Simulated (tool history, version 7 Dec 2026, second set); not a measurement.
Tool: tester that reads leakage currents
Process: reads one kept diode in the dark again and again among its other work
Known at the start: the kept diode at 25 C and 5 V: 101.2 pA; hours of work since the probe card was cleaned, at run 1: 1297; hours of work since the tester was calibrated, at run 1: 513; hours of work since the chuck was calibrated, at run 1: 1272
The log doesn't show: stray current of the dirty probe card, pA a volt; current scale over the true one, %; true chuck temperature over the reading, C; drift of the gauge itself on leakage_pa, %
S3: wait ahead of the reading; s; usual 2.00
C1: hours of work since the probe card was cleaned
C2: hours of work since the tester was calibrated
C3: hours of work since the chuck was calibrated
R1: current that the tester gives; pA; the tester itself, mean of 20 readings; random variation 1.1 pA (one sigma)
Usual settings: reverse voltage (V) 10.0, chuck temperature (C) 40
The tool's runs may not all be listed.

{"run": 1, "hour": 0.0, "reverse voltage (V)": 10.0, "chuck temperature (C)": 40, "S3": 2.0, "C1": 1297, "C2": 513, "C3": 1272, "R1": 362.53}
{"run": 2, "hour": 29.1, "reverse voltage (V)": 9.6, "chuck temperature (C)": 40, "S3": 2.0, "C1": 1311, "C2": 527, "C3": 1286, "R1": 359.12}
{"run": 3, "hour": 45.1, "reverse voltage (V)": 9.6, "chuck temperature (C)": 40, "S3": 2.0, "C1": 1319, "C2": 535, "C3": 1294, "R1": 357.25}
{"run": 4, "hour": 75.3, "reverse voltage (V)": 9.6, "chuck temperature (C)": 40, "S3": 2.0, "C1": 1334, "C2": 550, "C3": 1309, "R1": 359.0}
{"run": 5, "hour": 95.5, "reverse voltage (V)": 9.6, "chuck temperature (C)": 40, "S3": 2.0, "C1": 1344, "C2": 560, "C3": 1319, "R1": 358.66}
{"run": 6, "hour": 130.7, "reverse voltage (V)": 9.6, "chuck temperature (C)": 40, "S3": 2.0, "C1": 1362, "C2": 578, "C3": 1337, "R1": 358.85}
{"run": 7, "hour": 149.7, "reverse voltage (V)": 9.6, "chuck temperature (C)": 40, "S3": 2.0, "C1": 1371, "C2": 587, "C3": 1346, "R1": 358.56}
{"run": 8, "hour": 183.5, "reverse voltage (V)": 9.6, "chuck temperature (C)": 40, "S3": 2.0, "C1": 1388, "C2": 604, "C3": 1363, "R1": 358.74}
{"run": 9, "hour": 212.0, "reverse voltage (V)": 9.6, "chuck temperature (C)": 40, "S3": 2.0, "C1": 1402, "C2": 618, "C3": 1377, "R1": 356.61}
{"run": 10, "hour": 236.2, "reverse voltage (V)": 9.6, "chuck temperature (C)": 40, "S3": 2.0, "C1": 1414, "C2": 630, "C3": 1389, "R1": 357.98}
{"run": 11, "hour": 257.8, "reverse voltage (V)": 10.0, "chuck temperature (C)": 40, "S3": 2.0, "C1": 1424, "C2": 640, "C3": 1400, "R1": 363.45}
{"run": 12, "hour": 278.9, "reverse voltage (V)": 10.0, "chuck temperature (C)": 40, "S3": 2.0, "C1": 1435, "C2": 651, "C3": 1410, "R1": 363.23}
{"run": 13, "hour": 308.3, "reverse voltage (V)": 10.0, "chuck temperature (C)": 23, "S3": 2.0, "C1": 1449, "C2": 665, "C3": 1425, "R1": 109.88}
{"run": 14, "hour": 331.8, "reverse voltage (V)": 10.0, "chuck temperature (C)": 40, "S3": 2.0, "C1": 1461, "C2": 677, "C3": 1436, "R1": 364.05}
{"run": 15, "hour": 346.6, "reverse voltage (V)": 10.0, "chuck temperature (C)": 40, "S3": 2.0, "C1": 1468, "C2": 684, "C3": 1444, "R1": 363.1}
{"run": 16, "hour": 362.0, "reverse voltage (V)": 5.5, "chuck temperature (C)": 22, "S3": 6.46, "C1": 1476, "C2": 692, "C3": 1451, "R1": 83.51}
{"run": 17, "hour": 392.1, "reverse voltage (V)": 1.5, "chuck temperature (C)": 30, "S3": 1.11, "C1": 1491, "C2": 707, "C3": 1466, "R1": 99.95}
{"run": 18, "hour": 419.8, "reverse voltage (V)": 9.0, "chuck temperature (C)": 24, "S3": 0.71, "C1": 1505, "C2": 721, "C3": 1480, "R1": 114.74}
{"run": 19, "hour": 451.7, "reverse voltage (V)": 10.0, "chuck temperature (C)": 40, "S3": 3.6, "C1": 1520, "C2": 737, "C3": 1496, "R1": 362.57}
{"run": 20, "hour": 469.5, "reverse voltage (V)": 6.3, "chuck temperature (C)": 29, "S3": 3.6, "C1": 1529, "C2": 745, "C3": 1504, "R1": 146.39}
{"run": 21, "hour": 503.8, "reverse voltage (V)": 6.3, "chuck temperature (C)": 29, "S3": 3.6, "C1": 1546, "C2": 762, "C3": 1521, "R1": 145.89}
{"run": 22, "hour": 538.1, "reverse voltage (V)": 4.8, "chuck temperature (C)": 46, "S3": 0.64, "C1": 1563, "C2": 779, "C3": 1538, "R1": 426.91}
{"run": 23, "hour": 559.3, "reverse voltage (V)": 2.6, "chuck temperature (C)": 24, "S3": 1.61, "C1": 1574, "C2": 790, "C3": 1549, "R1": 76.34}
{"run": 24, "hour": 575.1, "reverse voltage (V)": 2.6, "chuck temperature (C)": 24, "S3": 1.61, "C1": 1582, "C2": 798, "C3": 1557, "R1": 76.51}
{"run": 25, "hour": 608.9, "reverse voltage (V)": 2.3, "chuck temperature (C)": 40, "S3": 2.78, "C1": 1598, "C2": 814, "C3": 1573, "R1": 228.44}
{"run": 26, "hour": 641.8, "reverse voltage (V)": 3.9, "chuck temperature (C)": 40, "S3": 0.44, "C1": 1615, "C2": 831, "C3": 1590, "R1": 271.59}
{"run": 27, "hour": 668.4, "reverse voltage (V)": 10.0, "chuck temperature (C)": 24, "S3": 2.0, "C1": 1628, "C2": 844, "C3": 1603, "R1": 117.44}
{"run": 28, "hour": 697.8, "reverse voltage (V)": 10.0, "chuck temperature (C)": 45, "S3": 2.0, "C1": 1642, "C2": 858, "C3": 1617, "R1": 506.56}
{"run": 29, "hour": 714.4, "reverse voltage (V)": 4.1, "chuck temperature (C)": 45, "S3": 1.89, "C1": 1651, "C2": 867, "C3": 1626, "R1": 382.24}
{"run": 30, "hour": 743.6, "reverse voltage (V)": 11.6, "chuck temperature (C)": 25, "S3": 3.4, "C1": 1665, "C2": 881, "C3": 1640, "R1": 132.7}

Forecast each of these 5 alternatives for the next run:
{"run": "A", "hour": 768.0, "reverse voltage (V)": 10.2, "chuck temperature (C)": 40, "S3": 2.0, "C1": 1677, "C2": 893, "C3": 1652, "R1": "?"}
{"run": "B", "hour": 768.0, "reverse voltage (V)": 9.9, "chuck temperature (C)": 34, "S3": 1.3, "C1": 1677, "C2": 893, "C3": 1652, "R1": "?"}
{"run": "C", "hour": 768.0, "reverse voltage (V)": 10.0, "chuck temperature (C)": 43, "S3": 2.0, "C1": 1677, "C2": 893, "C3": 1652, "R1": "?"}
{"run": "D", "hour": 768.0, "reverse voltage (V)": 10.0, "chuck temperature (C)": 47, "S3": 2.0, "C1": 1677, "C2": 893, "C3": 1652, "R1": "?"}
{"run": "E", "hour": 768.0, "reverse voltage (V)": 8.4, "chuck temperature (C)": 38, "S3": 0.6, "C1": 1677, "C2": 893, "C3": 1652, "R1": "?"}

run=A R1=364.34
run=B R1=242.78
run=C R1=443.28
run=D R1=574.31
run=E R1=301.94
Without the tool's hidden state the same runs would have given:
run=A R1=364.36
run=B R1=242.78
run=C R1=443.33
run=D R1=574.38
run=E R1=301.96
